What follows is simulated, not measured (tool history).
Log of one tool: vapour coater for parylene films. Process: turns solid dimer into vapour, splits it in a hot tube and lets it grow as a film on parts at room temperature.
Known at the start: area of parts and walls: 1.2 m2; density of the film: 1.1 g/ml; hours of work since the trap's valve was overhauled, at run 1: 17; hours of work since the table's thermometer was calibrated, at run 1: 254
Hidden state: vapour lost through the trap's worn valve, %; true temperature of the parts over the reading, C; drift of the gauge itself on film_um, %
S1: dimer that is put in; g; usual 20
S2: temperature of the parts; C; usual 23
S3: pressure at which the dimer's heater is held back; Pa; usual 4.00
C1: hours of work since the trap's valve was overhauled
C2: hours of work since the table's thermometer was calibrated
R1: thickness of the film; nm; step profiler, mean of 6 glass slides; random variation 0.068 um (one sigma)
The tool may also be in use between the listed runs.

run,hour,S1,S2,S3,C1,C2,R1
1,0.0,20,23,4.00,17,254,7910
2,39.4,20,23,4.00,38,276,7920
3,74.1,20,22,4.00,58,295,7870
4,122.8,20,22,4.00,85,322,7620
5,159.8,20,22,4.00,106,343,7700
6,216.2,24,22,4.00,137,374,8960
7,241.5,20,23,4.00,151,388,7140
8,296.9,20,23,4.00,182,419,7140
# hour 337.0: trap's valve overhauled
9,356.9,20,23,4.00,11,450,7970
10,414.5,20,23,4.00,43,482,7770
11,448.0,20,23,4.00,62,501,7720
12,479.3,20,23,4.00,79,518,7690
13,524.8,20,23,7.95,105,544,6410
14,578.4,20,23,7.95,134,574,6170
15,607.7,20,23,7.95,151,590,6260
16,654.6,20,21,4.00,177,616,7400
# hour 702.7: trap's valve overhauled
17,708.8,20,21,3.50,3,644,8550
18,764.9,20,21,3.50,35,675,8290
19,809.1,11,18,3.21,59,700,4910
20,866.9,17,19,5.16,91,732,6410
21,921.8,8,25,5.16,122,763,2650
22,958.6,8,25,5.16,143,783,2690
23,987.7,8,23,11.23,159,799,2310
24,1037.0,12,23,8.22,186,827,3610
# hour 1068.3: trap's valve overhauled
25,1080.9,20,19,2.94,7,849,9120
26,1135.4,20,19,2.94,37,879,8930
27,1173.1,20,19,2.94,58,901,8960
28,1232.5,20,19,2.94,91,934,8660
29,1266.9,20,19,2.94,111,953,8410
30,1296.3,22,23,2.94,127,969,8690
31,1328.1,22,23,2.94,145,987,8700

5 ways to go on from here, each from the tool as it stands after run 31. What would each give?
A,1370.3,28,22,4.00,168,1010,?
B,1370.3,17,17,2.36,168,1010,?
C,1370.3,24,20,4.00,168,1010,?
D,1370.3,20,28,4.00,168,1010,?
E,1370.3,20,32,3.08,168,1010,?

run,R1
A,10010
B,7480
C,9000
D,6550
E,6450
Without the tool's hidden state the same runs would have given:
run,R1
A,11360
B,8480
C,10210
D,7430
E,7320
